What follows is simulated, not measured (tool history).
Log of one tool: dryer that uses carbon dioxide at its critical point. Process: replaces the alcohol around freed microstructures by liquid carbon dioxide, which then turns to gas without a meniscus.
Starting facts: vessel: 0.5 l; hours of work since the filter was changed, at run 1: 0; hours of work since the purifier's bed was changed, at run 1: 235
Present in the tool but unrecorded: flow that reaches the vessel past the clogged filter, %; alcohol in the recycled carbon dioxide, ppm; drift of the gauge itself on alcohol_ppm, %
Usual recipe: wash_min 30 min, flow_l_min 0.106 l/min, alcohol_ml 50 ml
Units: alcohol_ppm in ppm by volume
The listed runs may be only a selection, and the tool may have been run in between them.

run	hour	wash_min	flow_l_min	alcohol_ml	hours of work since the filter was changed	hours of work since the purifier's bed was changed	alcohol_ppm
1	0.0	30	0.106	50	0	235	301
2	24.7	30	0.106	50	19	254	313
3	47.2	30	0.106	50	37	271	340
4	67.3	30	0.106	50	52	287	354
5	109.8	30	0.106	50	86	320	376
6	152.9	30	0.106	50	119	354	430
7	188.9	30	0.106	50	147	382	462
8	230.9	30	0.106	50	180	415	493
9	271.5	30	0.106	50	212	446	526
10	294.5	26	0.106	50	229	464	983
# hour 314.0: inlet filter changed
11	322.0	47	0.129	116	6	485	153
12	339.4	47	0.129	116	20	498	155
13	365.8	41	0.095	40	40	519	215
14	406.5	29	0.106	94	72	551	820
15	425.7	29	0.120	25	87	565	268

Forecast each of these 5 alternatives for the next run:
A	464.4	23	0.120	25	117	596	?
B	464.4	29	0.072	50	117	596	?
C	464.4	29	0.120	39	117	596	?
D	464.4	27	0.131	114	117	596	?
E	464.4	29	0.109	50	117	596	?

run	alcohol_ppm
A	536
B	2357
C	338
D	592
E	522
Stripped of hidden state, with their random variation kept, the same runs would have yielded:
run	alcohol_ppm
A	266
B	1750
C	107
D	286
E	246

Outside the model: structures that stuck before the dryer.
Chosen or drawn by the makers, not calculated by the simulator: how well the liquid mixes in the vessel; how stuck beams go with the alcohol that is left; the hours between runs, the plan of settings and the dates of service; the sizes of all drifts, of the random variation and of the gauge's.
